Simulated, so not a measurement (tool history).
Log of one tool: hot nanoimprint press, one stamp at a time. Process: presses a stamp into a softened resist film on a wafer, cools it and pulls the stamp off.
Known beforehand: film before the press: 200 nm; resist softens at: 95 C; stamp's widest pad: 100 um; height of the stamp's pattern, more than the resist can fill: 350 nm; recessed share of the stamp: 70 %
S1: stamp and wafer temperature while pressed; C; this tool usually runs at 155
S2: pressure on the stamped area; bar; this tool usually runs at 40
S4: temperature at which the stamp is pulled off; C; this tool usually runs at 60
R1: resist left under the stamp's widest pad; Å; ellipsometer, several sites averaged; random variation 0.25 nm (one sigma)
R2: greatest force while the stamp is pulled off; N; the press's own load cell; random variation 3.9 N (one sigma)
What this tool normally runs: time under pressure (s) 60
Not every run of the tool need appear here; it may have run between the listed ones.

Run 1, hour 0: usual settings. Result: R1 1160 Å, R2 194 N.
Run 2, hour 19.2: usual settings. Result: R1 1160 Å, R2 199 N.
Run 3, hour 34.7: usual settings. Result: R1 1159 Å, R2 186 N.
At hour 42.1: stamp cleaned and given a new release coat.
Run 4, hour 62.1: usual settings but time under pressure (s) 68. Result: R1 1112 Å, R2 186 N.
Run 5, hour 83.5: usual settings but S1 144 C. Result: R1 1508 Å, R2 193 N.
Run 6, hour 109.9: usual settings but S1 153 C. Result: R1 1218 Å, R2 189 N.
Run 7, hour 131.8: usual settings but time under pressure (s) 33. Result: R1 1363 Å, R2 184 N.
Run 8, hour 155.9: usual settings but time under pressure (s) 33. Result: R1 1365 Å, R2 192 N.
Run 9, hour 170.4: usual settings but time under pressure (s) 33. Result: R1 1363 Å, R2 179 N.
At hour 186.3: plate thermocouple calibrated.
Run 10, hour 190: usual settings. Result: R1 1152 Å, R2 183 N.
Run 11, hour 211.9: usual settings but time under pressure (s) 36. Result: R1 1330 Å, R2 196 N.
Run 12, hour 223.2: usual settings but time under pressure (s) 36. Result: R1 1328 Å, R2 184 N.
Run 13, hour 241.8: usual settings but time under pressure (s) 36, S4 61 C. Result: R1 1323 Å, R2 183 N.
Run 14, hour 260.1: usual settings but time under pressure (s) 36, S4 61 C. Result: R1 1330 Å, R2 181 N.
Run 15, hour 271.8: usual settings but time under pressure (s) 36, S4 61 C. Result: R1 1330 Å, R2 185 N.
Run 16, hour 286: usual settings but S1 148 C, S2 49 bar, S4 55 C. Result: R1 1265 Å, R2 215 N.
Run 17, hour 311.3: usual settings but S1 147 C, S2 49 bar, time under pressure (s) 61, S4 46 C. Result: R1 1297 Å, R2 258 N.
Run 18, hour 334: usual settings but S1 164 C, S2 35.8 bar, time under pressure (s) 98, S4 46 C. Result: R1 798 Å, R2 248 N.
Run 19, hour 356: usual settings but S2 36 bar. Result: R1 1196 Å, R2 186 N.
Run 20, hour 371.2: usual settings but S2 35.1 bar, time under pressure (s) 34. Result: R1 1398 Å, R2 187 N.
Run 21, hour 387.4: usual settings but S2 35.1 bar, time under pressure (s) 34. Result: R1 1401 Å, R2 188 N.
Run 22, hour 399.9: usual settings but S1 146 C, S2 31.7 bar, S4 61 C. Result: R1 1522 Å, R2 189 N.
Run 23, hour 418.9: usual settings but S1 157 C, time under pressure (s) 104. Result: R1 904 Å, R2 186 N.
Run 24, hour 435: usual settings but S1 157 C, time under pressure (s) 104. Result: R1 902 Å, R2 188 N.
At hour 438.5: gauge calibrated.
Run 25, hour 458.4: usual settings but time under pressure (s) 34. Result: R1 1361 Å, R2 191 N.
Run 26, hour 478.9: usual settings but S2 43.5 bar, time under pressure (s) 34, S4 55 C. Result: R1 1324 Å, R2 213 N.
Run 27, hour 504.5: usual settings but S1 151 C, S2 42.3 bar, time under pressure (s) 34, S4 48 C. Result: R1 1447 Å, R2 245 N.
Run 28, hour 528: usual settings but time under pressure (s) 54. Result: R1 1199 Å, R2 182 N.
Run 29, hour 548.1: usual settings but time under pressure (s) 31, S4 58 C. Result: R1 1386 Å, R2 203 N.

Forecast each of these 5 alternatives for the next run:
Run A, hour 568.9: usual settings but time under pressure (s) 56, S4 58 C. Result: R1 ?, R2 ?.
Run B, hour 568.9: usual settings but S1 150 C. Result: R1 ?, R2 ?.
Run C, hour 568.9: usual settings but S2 31.3 bar, time under pressure (s) 87. Result: R1 ?, R2 ?.
Run D, hour 568.9: usual settings but S1 143 C, time under pressure (s) 62. Result: R1 ?, R2 ?.
Run E, hour 568.9: usual settings but S1 147 C, time under pressure (s) 31, S4 48 C. Result: R1 ?, R2 ?.

run    R1   R2
  A  1184  202
  B  1314  197
  C  1148  193
  D  1525  184
  E  1607  232
Stripped of hidden state, with their random variation kept, the same runs would have yielded:
run    R1   R2
  A  1191  200
  B  1321  196
  C  1155  191
  D  1534  183
  E  1616  230
